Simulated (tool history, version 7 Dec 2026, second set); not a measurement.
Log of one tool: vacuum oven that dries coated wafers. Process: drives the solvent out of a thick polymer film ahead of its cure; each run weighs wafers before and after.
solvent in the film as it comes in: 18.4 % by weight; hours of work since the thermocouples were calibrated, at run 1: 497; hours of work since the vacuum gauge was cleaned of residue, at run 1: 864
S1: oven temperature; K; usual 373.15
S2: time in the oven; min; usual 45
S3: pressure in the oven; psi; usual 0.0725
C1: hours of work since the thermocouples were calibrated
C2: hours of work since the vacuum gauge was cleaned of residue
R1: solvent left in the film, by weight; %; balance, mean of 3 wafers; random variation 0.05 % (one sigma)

run   hour      S1  S2      S3   C1    C2    R1
  1      0  373.15  45  0.0725  497   864  0.77
  2   18.1  373.15  45  0.0725  510   877  0.79
  3   46.7  373.15  75  0.0725  529   896  0.31
  4   71.2  373.15  75  0.0725  546   913  0.38
  5    103  373.15  43  0.0725  568   935  1.06
  6  132.9  360.15  45  0.0725  588   955  3.25
  7  154.3  360.15  45  0.0725  603   970  3.26
  8    173  360.15  45  0.0725  615   982  3.33
  9    196  360.15  45  0.0725  631   998  3.21
 10  222.6  360.15  45  0.0725  649  1016  3.29
     227.5  -- oven's thermocouples calibrated
 11  251.9  360.15  45  0.0725   17  1035  3.33
 12  273.7  372.15  46  0.2737   32  1050  1.32
 13    306  385.15  42  0.0381   54  1072  0.08
 14  331.5  385.15  42  0.0381   71  1089  0.24
 15  349.2  369.15  70  0.0535   83  1101  0.62
     360.1  -- oven's thermocouples calibrated, once more
 16  371.4  388.15  45  0.0798    8  1115  0.12
 17  403.9  388.15  45  0.0798   30  1137   0.2

Forecast each of these 4 alternatives for the next run:
  A  424.9  373.15  25  0.0716  44  1152   ?
  B  424.9  382.15  46  0.1137  44  1152   ?
  C  424.9  373.15  49  0.0738  44  1152   ?
  D  424.9  388.15  50   0.115  44  1152   ?

run    R1
  A  2.45
  B   0.4
  C   0.7
  D  0.25
Without the tool's hidden state the same runs would have given:
run    R1
  A  2.39
  B   0.3
  C  0.58
  D  0.16

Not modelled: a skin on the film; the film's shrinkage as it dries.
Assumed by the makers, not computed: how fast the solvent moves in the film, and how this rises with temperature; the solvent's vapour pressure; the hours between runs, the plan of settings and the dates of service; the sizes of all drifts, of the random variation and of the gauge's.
